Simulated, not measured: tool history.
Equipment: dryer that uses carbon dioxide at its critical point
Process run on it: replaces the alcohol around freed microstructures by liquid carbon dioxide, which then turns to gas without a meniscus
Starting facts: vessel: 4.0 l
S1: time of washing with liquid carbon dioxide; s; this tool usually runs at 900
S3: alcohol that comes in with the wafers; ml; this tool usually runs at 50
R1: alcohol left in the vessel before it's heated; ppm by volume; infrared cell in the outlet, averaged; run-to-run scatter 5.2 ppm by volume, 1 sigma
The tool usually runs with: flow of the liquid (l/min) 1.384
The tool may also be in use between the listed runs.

run 1 hour=0 | S1=900 flow_of_the_liquid_(l/min)=1.384 S3=50 | R1=136
run 2 hour=38.7 | S1=900 flow_of_the_liquid_(l/min)=1.384 S3=50 | R1=137
run 3 hour=72.9 | S1=900 flow_of_the_liquid_(l/min)=1.384 S3=50 | R1=157
run 4 hour=95 | S1=900 flow_of_the_liquid_(l/min)=1.384 S3=50 | R1=163
run 5 hour=121.3 | S1=900 flow_of_the_liquid_(l/min)=1.384 S3=50 | R1=162
run 6 hour=158.9 | S1=900 flow_of_the_liquid_(l/min)=1.384 S3=43 | R1=146
run 7 hour=188.5 | S1=900 flow_of_the_liquid_(l/min)=1.384 S3=43 | R1=155
run 8 hour=219.5 | S1=900 flow_of_the_liquid_(l/min)=1.384 S3=43 | R1=164
run 9 hour=251.3 | S1=900 flow_of_the_liquid_(l/min)=1.35 S3=50 | R1=218
-- hour=279.6 inlet filter changed
run 10 hour=287.9 | S1=900 flow_of_the_liquid_(l/min)=1.35 S3=50 | R1=139
run 11 hour=323.2 | S1=900 flow_of_the_liquid_(l/min)=1.35 S3=50 | R1=145
run 12 hour=345.3 | S1=900 flow_of_the_liquid_(l/min)=1.384 S3=50 | R1=135
run 13 hour=378.1 | S1=1020 flow_of_the_liquid_(l/min)=1.384 S3=50 | R1=83
run 14 hour=401 | S1=900 flow_of_the_liquid_(l/min)=1.384 S3=50 | R1=151
run 15 hour=437.1 | S1=900 flow_of_the_liquid_(l/min)=1.384 S3=50 | R1=153
run 16 hour=468.7 | S1=900 flow_of_the_liquid_(l/min)=1.384 S3=99 | R1=291
run 17 hour=509.7 | S1=1080 flow_of_the_liquid_(l/min)=1.384 S3=50 | R1=92
run 18 hour=550.1 | S1=1080 flow_of_the_liquid_(l/min)=1.384 S3=50 | R1=104
run 19 hour=591.8 | S1=900 flow_of_the_liquid_(l/min)=1.37 S3=50 | R1=198
run 20 hour=608.9 | S1=900 flow_of_the_liquid_(l/min)=1.37 S3=50 | R1=207
run 21 hour=626.8 | S1=900 flow_of_the_liquid_(l/min)=1.37 S3=50 | R1=199
run 22 hour=649.3 | S1=900 flow_of_the_liquid_(l/min)=1.37 S3=50 | R1=212
run 23 hour=677.7 | S1=900 flow_of_the_liquid_(l/min)=1.37 S3=50 | R1=223
run 24 hour=695.1 | S1=900 flow_of_the_liquid_(l/min)=1.384 S3=46 | R1=198
run 25 hour=718.7 | S1=900 flow_of_the_liquid_(l/min)=1.03 S3=50 | R1=590
run 26 hour=752.4 | S1=900 flow_of_the_liquid_(l/min)=1.03 S3=50 | R1=602
-- hour=763.1 inlet filter changed
run 27 hour=773.9 | S1=960 flow_of_the_liquid_(l/min)=1.384 S3=50 | R1=125
run 28 hour=802.7 | S1=960 flow_of_the_liquid_(l/min)=1.384 S3=50 | R1=126
run 29 hour=841.8 | S1=960 flow_of_the_liquid_(l/min)=1.384 S3=50 | R1=134
run 30 hour=860 | S1=1320 flow_of_the_liquid_(l/min)=1.22 S3=23 | R1=77
run 31 hour=900.7 | S1=780 flow_of_the_liquid_(l/min)=0.85 S3=50 | R1=1175
run 32 hour=924.1 | S1=1080 flow_of_the_liquid_(l/min)=1.7 S3=25 | R1=66
run 33 hour=956.7 | S1=960 flow_of_the_liquid_(l/min)=2.18 S3=50 | R1=76
run 34 hour=995.7 | S1=900 flow_of_the_liquid_(l/min)=1.384 S3=55 | R1=222
run 35 hour=1033.9 | S1=1200 flow_of_the_liquid_(l/min)=1.384 S3=91 | R1=124
run 36 hour=1068.1 | S1=900 flow_of_the_liquid_(l/min)=1.97 S3=22 | R1=82
run 37 hour=1091 | S1=720 flow_of_the_liquid_(l/min)=1.91 S3=50 | R1=153
run 38 hour=1130.5 | S1=1080 flow_of_the_liquid_(l/min)=1.93 S3=22 | R1=90
run 39 hour=1157.6 | S1=1380 flow_of_the_liquid_(l/min)=1.4 S3=60 | R1=98
run 40 hour=1196.4 | S1=1080 flow_of_the_liquid_(l/min)=0.96 S3=50 | R1=440
run 41 hour=1216.6 | S1=1080 flow_of_the_liquid_(l/min)=0.96 S3=50 | R1=480
run 42 hour=1234.5 | S1=1080 flow_of_the_liquid_(l/min)=0.96 S3=50 | R1=482
-- hour=1248.9 inlet filter changed
run 43 hour=1268.7 | S1=1080 flow_of_the_liquid_(l/min)=0.96 S3=50 | R1=318
run 44 hour=1295.9 | S1=1080 flow_of_the_liquid_(l/min)=0.96 S3=33 | R1=266
run 45 hour=1336.3 | S1=1260 flow_of_the_liquid_(l/min)=1 S3=46 | R1=184
run 46 hour=1363.7 | S1=960 flow_of_the_liquid_(l/min)=2.11 S3=50 | R1=87
run 47 hour=1393.5 | S1=900 flow_of_the_liquid_(l/min)=1.384 S3=33 | R1=161
run 48 hour=1415.4 | S1=900 flow_of_the_liquid_(l/min)=1.04 S3=74 | R1=676

Each row is a separate what-if for the run after 48, all from the same tool condition, not one after another. Results?
run A hour=1448.1 | S1=1140 flow_of_the_liquid_(l/min)=0.87 S3=50 | R1=?
run B hour=1448.1 | S1=900 flow_of_the_liquid_(l/min)=1.04 S3=33 | R1=?
run C hour=1448.1 | S1=900 flow_of_the_liquid_(l/min)=1.36 S3=65 | R1=?

run=A R1=442
run=B R1=364
run=C R1=272
Take away the tool's hidden state, keep each run's random variation, and the runs would have read:
run=A R1=282
run=B R1=223
run=C R1=142
